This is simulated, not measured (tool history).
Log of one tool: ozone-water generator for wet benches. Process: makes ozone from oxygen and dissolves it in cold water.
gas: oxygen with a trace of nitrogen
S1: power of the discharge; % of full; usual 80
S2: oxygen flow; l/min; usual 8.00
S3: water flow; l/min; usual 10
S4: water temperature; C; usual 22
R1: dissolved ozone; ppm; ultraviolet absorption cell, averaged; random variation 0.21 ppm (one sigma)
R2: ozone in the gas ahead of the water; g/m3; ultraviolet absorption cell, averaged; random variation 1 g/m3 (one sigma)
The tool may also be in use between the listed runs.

| run | hour | S1 | S2 | S3 | S4 | R1 | R2 |
|---|---|---|---|---|---|---|---|
| 1 | 0.0 | 80 | 8.00 | 10 | 22 | 28.9 | 171.2 |
| 2 | 27.4 | 80 | 11.55 | 10 | 22 | 26.3 | 140.9 |
| 3 | 50.7 | 80 | 11.55 | 10 | 22 | 26.3 | 141.3 |
| 4 | 65.3 | 80 | 8.00 | 10 | 26 | 26.3 | 170.1 |
| 5 | 87.6 | 80 | 8.00 | 10 | 26 | 26.3 | 170.4 |
| 6 | 121.8 | 80 | 8.00 | 10 | 26 | 26.1 | 170.1 |
| 7 | 153.3 | 80 | 8.00 | 10 | 26 | 26.5 | 169.2 |
| 8 | 178.6 | 80 | 8.00 | 10 | 26 | 26.4 | 171.0 |
| 9 | 200.9 | 80 | 8.00 | 10 | 26 | 25.8 | 168.1 |
| 10 | 218.2 | 57 | 8.00 | 13 | 22 | 20.5 | 137.2 |
| 11 | 246.0 | 90 | 8.00 | 7 | 22 | 35.9 | 181.5 |
| 12 | 275.6 | 90 | 8.00 | 7 | 22 | 36.0 | 180.5 |
| 13 | 301.8 | 89 | 14.11 | 9 | 25 | 24.8 | 134.6 |
| 14 | 320.8 | 89 | 14.11 | 9 | 25 | 25.0 | 134.7 |
| 15 | 346.5 | 58 | 14.11 | 9 | 17 | 23.7 | 104.3 |

The same runs without the tool's hidden state, with the same run-to-run variation:
The hidden state here: yield of the discharge, % of new electrodes'; contactor's efficiency, % of a clean one's; true water temperature over the reading, C; drift of the gauge itself on ozone_ppm, %; drift of the gauge itself on gas_g_m3, %.
| run | R1 | R2 |
|---|---|---|
| 1 | 30.4 | 176.4 |
| 2 | 27.6 | 145.4 |
| 3 | 27.6 | 145.9 |
| 4 | 27.7 | 175.6 |
| 5 | 27.7 | 176.1 |
| 6 | 27.5 | 175.9 |
| 7 | 28.0 | 175.1 |
| 8 | 27.8 | 177.0 |
| 9 | 27.3 | 174.2 |
| 10 | 21.5 | 141.2 |
| 11 | 37.9 | 188.8 |
| 12 | 38.0 | 187.9 |
| 13 | 26.3 | 140.2 |
| 14 | 26.6 | 140.3 |
| 15 | 24.9 | 107.7 |
